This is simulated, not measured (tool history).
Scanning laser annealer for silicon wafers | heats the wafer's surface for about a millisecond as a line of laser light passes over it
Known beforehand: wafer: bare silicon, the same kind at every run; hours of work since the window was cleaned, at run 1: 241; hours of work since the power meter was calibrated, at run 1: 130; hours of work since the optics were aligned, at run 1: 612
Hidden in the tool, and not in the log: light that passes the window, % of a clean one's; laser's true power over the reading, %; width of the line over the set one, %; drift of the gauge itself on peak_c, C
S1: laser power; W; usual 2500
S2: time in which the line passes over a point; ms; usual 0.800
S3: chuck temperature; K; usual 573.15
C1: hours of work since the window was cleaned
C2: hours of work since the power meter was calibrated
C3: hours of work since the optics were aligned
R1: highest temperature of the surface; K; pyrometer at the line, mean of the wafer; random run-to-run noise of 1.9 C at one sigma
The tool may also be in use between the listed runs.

run 1 hour=0.0 | S1=2500 S2=0.800 S3=573.15 | C1=241 C2=130 C3=612 | R1=1376.15
run 2 hour=12.2 | S1=2500 S2=0.800 S3=573.15 | C1=246 C2=136 C3=618 | R1=1373.15
run 3 hour=31.6 | S1=2456 S2=0.800 S3=573.15 | C1=256 C2=146 C3=628 | R1=1363.15
run 4 hour=59.8 | S1=2467 S2=0.800 S3=573.15 | C1=269 C2=159 C3=641 | R1=1366.15
run 5 hour=77.7 | S1=2467 S2=0.800 S3=573.15 | C1=278 C2=168 C3=650 | R1=1366.15
run 6 hour=89.5 | S1=2467 S2=0.800 S3=573.15 | C1=284 C2=174 C3=656 | R1=1366.15
run 7 hour=108.0 | S1=2474 S2=0.800 S3=573.15 | C1=293 C2=183 C3=665 | R1=1369.15
run 8 hour=122.0 | S1=2474 S2=0.800 S3=550.15 | C1=300 C2=189 C3=671 | R1=1342.15
run 9 hour=147.5 | S1=2500 S2=0.800 S3=573.15 | C1=312 C2=202 C3=684 | R1=1376.15
run 10 hour=171.2 | S1=2500 S2=0.800 S3=573.15 | C1=323 C2=213 C3=695 | R1=1376.15
run 11 hour=197.5 | S1=2500 S2=0.800 S3=573.15 | C1=336 C2=226 C3=708 | R1=1375.15
run 12 hour=217.2 | S1=2500 S2=0.800 S3=573.15 | C1=346 C2=235 C3=717 | R1=1378.15
run 13 hour=243.6 | S1=2500 S2=0.800 S3=573.15 | C1=358 C2=248 C3=730 | R1=1378.15
run 14 hour=263.3 | S1=2431 S2=0.800 S3=573.15 | C1=368 C2=258 C3=740 | R1=1352.15
run 15 hour=276.2 | S1=2500 S2=0.800 S3=573.15 | C1=374 C2=264 C3=746 | R1=1378.15
run 16 hour=288.2 | S1=2500 S2=0.800 S3=573.15 | C1=380 C2=270 C3=752 | R1=1373.15
run 17 hour=308.3 | S1=2500 S2=0.800 S3=573.15 | C1=390 C2=279 C3=762 | R1=1377.15
run 18 hour=334.7 | S1=2500 S2=0.800 S3=573.15 | C1=402 C2=292 C3=774 | R1=1374.15
run 19 hour=358.5 | S1=2500 S2=0.800 S3=573.15 | C1=414 C2=304 C3=786 | R1=1378.15
run 20 hour=385.5 | S1=2500 S2=0.800 S3=573.15 | C1=427 C2=317 C3=799 | R1=1370.15
run 21 hour=397.9 | S1=2500 S2=0.711 S3=573.15 | C1=433 C2=323 C3=805 | R1=1333.15
run 22 hour=417.4 | S1=2429 S2=0.800 S3=546.15 | C1=442 C2=332 C3=814 | R1=1326.15
-- hour=427.1 window over the wafer cleaned
run 23 hour=439.2 | S1=2429 S2=0.800 S3=546.15 | C1=6 C2=342 C3=824 | R1=1327.15
run 24 hour=459.1 | S1=2500 S2=0.870 S3=573.15 | C1=16 C2=351 C3=834 | R1=1405.15
run 25 hour=483.5 | S1=2589 S2=0.800 S3=573.15 | C1=27 C2=363 C3=845 | R1=1401.15
run 26 hour=512.1 | S1=2244 S2=0.800 S3=573.15 | C1=41 C2=377 C3=859 | R1=1296.15
run 27 hour=534.0 | S1=2244 S2=0.800 S3=573.15 | C1=52 C2=388 C3=870 | R1=1297.15
run 28 hour=558.6 | S1=2244 S2=0.800 S3=573.15 | C1=64 C2=400 C3=882 | R1=1298.15
run 29 hour=577.5 | S1=2495 S2=0.924 S3=573.15 | C1=73 C2=409 C3=891 | R1=1426.15
run 30 hour=593.6 | S1=2495 S2=0.742 S3=573.15 | C1=81 C2=417 C3=899 | R1=1353.15
run 31 hour=605.6 | S1=2665 S2=0.742 S3=573.15 | C1=86 C2=422 C3=904 | R1=1399.15
run 32 hour=625.1 | S1=2665 S2=0.742 S3=573.15 | C1=96 C2=432 C3=914 | R1=1401.15
run 33 hour=642.1 | S1=2436 S2=0.800 S3=573.15 | C1=104 C2=440 C3=922 | R1=1356.15
run 34 hour=658.2 | S1=2436 S2=0.800 S3=573.15 | C1=112 C2=448 C3=930 | R1=1356.15
run 35 hour=682.8 | S1=2471 S2=0.800 S3=555.15 | C1=124 C2=460 C3=942 | R1=1350.15
run 36 hour=698.9 | S1=2500 S2=0.800 S3=567.15 | C1=132 C2=467 C3=950 | R1=1369.15
run 37 hour=727.1 | S1=2500 S2=0.800 S3=567.15 | C1=145 C2=481 C3=963 | R1=1368.15
run 38 hour=755.0 | S1=2500 S2=0.800 S3=567.15 | C1=159 C2=495 C3=977 | R1=1371.15
run 39 hour=777.7 | S1=2636 S2=0.996 S3=541.15 | C1=170 C2=506 C3=988 | R1=1470.15
run 40 hour=791.9 | S1=2515 S2=0.768 S3=599.15 | C1=177 C2=512 C3=995 | R1=1391.15

Branching from run 40: 3 alternative next runs. What would each branch give?
run A hour=819.4 | S1=2294 S2=0.858 S3=558.15 | C1=190 C2=526 C3=1008 | R1=?
run B hour=819.4 | S1=2708 S2=0.768 S3=599.15 | C1=190 C2=526 C3=1008 | R1=?
run C hour=819.4 | S1=2399 S2=0.835 S3=599.15 | C1=190 C2=526 C3=1008 | R1=?

run=A R1=1318.15
run=B R1=1452.15
run=C R1=1385.15
Take away the tool's hidden state, keep each run's random variation, and the runs would have read:
run=A R1=1319.15
run=B R1=1453.15
run=C R1=1385.15

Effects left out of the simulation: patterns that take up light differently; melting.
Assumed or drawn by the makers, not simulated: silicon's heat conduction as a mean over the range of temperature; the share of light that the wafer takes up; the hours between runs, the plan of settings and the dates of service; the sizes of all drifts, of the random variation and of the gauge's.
